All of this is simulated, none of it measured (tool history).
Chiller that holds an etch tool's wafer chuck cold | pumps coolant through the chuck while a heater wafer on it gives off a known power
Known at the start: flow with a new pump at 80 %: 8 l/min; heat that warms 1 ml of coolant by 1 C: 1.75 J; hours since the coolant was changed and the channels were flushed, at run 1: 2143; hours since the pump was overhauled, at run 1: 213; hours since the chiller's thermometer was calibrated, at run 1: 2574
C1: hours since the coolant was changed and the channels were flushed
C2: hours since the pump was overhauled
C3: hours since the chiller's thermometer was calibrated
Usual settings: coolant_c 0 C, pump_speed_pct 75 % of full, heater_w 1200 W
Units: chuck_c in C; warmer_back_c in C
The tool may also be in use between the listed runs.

run 1 hour=0 | coolant_c=0 pump_speed_pct=75 heater_w=1200 | C1=2143 C2=213 C3=2574 | chuck_c=15.8 warmer_back_c=5.47
run 2 hour=28.6 | coolant_c=-8 pump_speed_pct=75 heater_w=1200 | C1=2172 C2=242 C3=2603 | chuck_c=8 warmer_back_c=5.51
run 3 hour=90.2 | coolant_c=-8 pump_speed_pct=75 heater_w=1200 | C1=2234 C2=304 C3=2664 | chuck_c=8 warmer_back_c=5.54
run 4 hour=125 | coolant_c=-8 pump_speed_pct=75 heater_w=1200 | C1=2268 C2=338 C3=2699 | chuck_c=7.9 warmer_back_c=5.51
run 5 hour=154.6 | coolant_c=-8 pump_speed_pct=75 heater_w=1200 | C1=2298 C2=368 C3=2729 | chuck_c=8.1 warmer_back_c=5.54
run 6 hour=182.1 | coolant_c=-8 pump_speed_pct=75 heater_w=1200 | C1=2326 C2=395 C3=2756 | chuck_c=7.9 warmer_back_c=5.57
run 7 hour=240.7 | coolant_c=-8 pump_speed_pct=75 heater_w=1200 | C1=2384 C2=454 C3=2815 | chuck_c=8 warmer_back_c=5.6
run 8 hour=283.4 | coolant_c=-8 pump_speed_pct=75 heater_w=1200 | C1=2427 C2=497 C3=2858 | chuck_c=8.1 warmer_back_c=5.54
run 9 hour=340.7 | coolant_c=-8 pump_speed_pct=75 heater_w=1200 | C1=2484 C2=554 C3=2915 | chuck_c=8.2 warmer_back_c=5.56
run 10 hour=395.2 | coolant_c=3 pump_speed_pct=75 heater_w=1200 | C1=2539 C2=609 C3=2969 | chuck_c=19.1 warmer_back_c=5.57
run 11 hour=439.3 | coolant_c=0 pump_speed_pct=75 heater_w=1200 | C1=2583 C2=653 C3=3013 | chuck_c=16.2 warmer_back_c=5.58
run 12 hour=503.2 | coolant_c=7 pump_speed_pct=67 heater_w=739 | C1=2647 C2=717 C3=3077 | chuck_c=17.8 warmer_back_c=3.85
run 13 hour=530.3 | coolant_c=7 pump_speed_pct=96 heater_w=739 | C1=2674 C2=744 C3=3105 | chuck_c=15.8 warmer_back_c=2.7
run 14 hour=585.8 | coolant_c=0 pump_speed_pct=76 heater_w=976 | C1=2729 C2=799 C3=3160 | chuck_c=13.3 warmer_back_c=4.43
run 15 hour=638.7 | coolant_c=-3 pump_speed_pct=70 heater_w=735 | C1=2782 C2=852 C3=3213 | chuck_c=7.6 warmer_back_c=3.65
run 16 hour=695.9 | coolant_c=-3 pump_speed_pct=70 heater_w=622 | C1=2839 C2=909 C3=3270 | chuck_c=5.8 warmer_back_c=3.09
run 17 hour=723.8 | coolant_c=0 pump_speed_pct=75 heater_w=1388 | C1=2867 C2=937 C3=3298 | chuck_c=18.7 warmer_back_c=6.44
run 18 hour=750.9 | coolant_c=-4 pump_speed_pct=97 heater_w=1388 | C1=2894 C2=964 C3=3325 | chuck_c=12.3 warmer_back_c=5.01
run 19 hour=795.7 | coolant_c=1 pump_speed_pct=64 heater_w=741 | C1=2939 C2=1009 C3=3370 | chuck_c=12.3 warmer_back_c=4.03
run 20 hour=825.9 | coolant_c=0 pump_speed_pct=75 heater_w=831 | C1=2969 C2=1039 C3=3400 | chuck_c=11.5 warmer_back_c=3.92
run 21 hour=883.1 | coolant_c=0 pump_speed_pct=62 heater_w=831 | C1=3027 C2=1096 C3=3457 | chuck_c=12.9 warmer_back_c=4.63
-- hour=898.8 chiller's thermometer calibrated
run 22 hour=922 | coolant_c=-6 pump_speed_pct=90 heater_w=1200 | C1=3064 C2=1134 C3=23 | chuck_c=8.5 warmer_back_c=4.7

4 ways to go on from here, each from the tool as it stands after run 22. What would each give?
run A hour=986.7 | coolant_c=7 pump_speed_pct=62 heater_w=1117 | C1=3129 C2=1199 C3=88 | chuck_c=? warmer_back_c=?
run B hour=986.7 | coolant_c=-7 pump_speed_pct=96 heater_w=685 | C1=3129 C2=1199 C3=88 | chuck_c=? warmer_back_c=?
run C hour=986.7 | coolant_c=-4 pump_speed_pct=90 heater_w=1200 | C1=3129 C2=1199 C3=88 | chuck_c=? warmer_back_c=?
run D hour=986.7 | coolant_c=-7 pump_speed_pct=95 heater_w=1084 | C1=3129 C2=1199 C3=88 | chuck_c=? warmer_back_c=?

run=A chuck_c=23.7 warmer_back_c=6.29
run=B chuck_c=1.1 warmer_back_c=2.52
run=C chuck_c=10.5 warmer_back_c=4.64
run=D chuck_c=5.9 warmer_back_c=4.06
Without the tool's hidden state the same runs would have given:
run=A chuck_c=22.3 warmer_back_c=6.11
run=B chuck_c=0.4 warmer_back_c=2.44
run=C chuck_c=9.4 warmer_back_c=4.51
run=D chuck_c=4.9 warmer_back_c=3.95
